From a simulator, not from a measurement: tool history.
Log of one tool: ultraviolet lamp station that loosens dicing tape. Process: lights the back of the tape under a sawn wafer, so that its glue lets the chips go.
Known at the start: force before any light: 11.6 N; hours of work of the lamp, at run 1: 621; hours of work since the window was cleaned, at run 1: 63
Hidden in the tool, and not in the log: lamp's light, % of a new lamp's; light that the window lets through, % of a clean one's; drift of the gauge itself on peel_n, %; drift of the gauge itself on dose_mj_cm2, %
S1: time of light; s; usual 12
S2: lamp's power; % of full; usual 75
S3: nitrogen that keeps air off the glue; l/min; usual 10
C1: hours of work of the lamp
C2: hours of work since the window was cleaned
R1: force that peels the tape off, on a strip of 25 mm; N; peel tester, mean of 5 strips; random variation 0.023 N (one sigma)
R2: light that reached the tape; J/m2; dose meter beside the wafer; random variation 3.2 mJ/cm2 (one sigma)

run   hour  S1  S2  S3   C1   C2     R1    R2
  1      0  12  75  10  621   63  1.396  4540
  2   19.2  12  75  10  632   74  1.381  4590
  3   34.4  12  75   6  641   83  1.795  4560
  4   55.1  12  75   6  653   95  1.862  4540
  5   83.3  12  75   6  669  111  1.795  4490
  6    108  12  75  10  683  125  1.355  4460
  7  125.2  12  75   7  693  135  1.726  4470
  8  136.9  12  75   7  700  142  1.709  4390
  9  154.6  12  75  12  710  152  1.296  4460
 10  171.3  12  75  12  720  162  1.324  4420
 11  184.2  12  75  12  727  170  1.294  4440
 12  211.6  12  75  10  743  185  1.491  4390
 13  231.2  12  75  10  754  197  1.481  4380
 14  255.9  12  75  10  769  211  1.479  4360
 15    277  13  65  10  781  223   1.65  4080
 16  296.6  14  84  10  792  235  0.842  5640
 17  314.4  14  84  10  802  245  0.853  5690
 18  330.6   8  83  10  812  254  2.577  3140
 19  352.4   8  75   3  825  267  4.635  2840
 20  371.9  12  95   5  836  278  1.475  5410
 21  398.1  12  95   5  851  293  1.483  5340
 22  415.4  11  63  10  861  303  2.476  3280
 23    435  13  91  10  872  315  0.882  5500
 24  449.3  13  91  10  880  323  0.902  5470
 25  474.2  12  66  13  895  337  1.784  3640
 26    493   9  83   9  906  348   2.34  3440
 27  520.6   9  83   9  922  364  2.371  3460
 28  532.8   9  83   9  929  371  2.365  3470

5 ways to go on from here, each from the tool as it stands after run 28. What would each give?
  A  559.5  18  99   5  944  387   ?   ?
  B  559.5  11  92   4  944  387   ?   ?
  C  559.5   8  89  10  944  387   ?   ?
  D  559.5  11  83   9  944  387   ?   ?
  E  559.5   9  95   7  944  387   ?   ?

run     R1    R2
  A  0.601  8150
  B  2.285  4640
  C  2.516  3230
  D  1.685  4160
  E  2.157  3950
Without the tool's hidden state the same runs would have given:
run     R1    R2
  A  0.365  9910
  B  1.623  5640
  C  1.822  3930
  D   1.14  5070
  E  1.524  4800
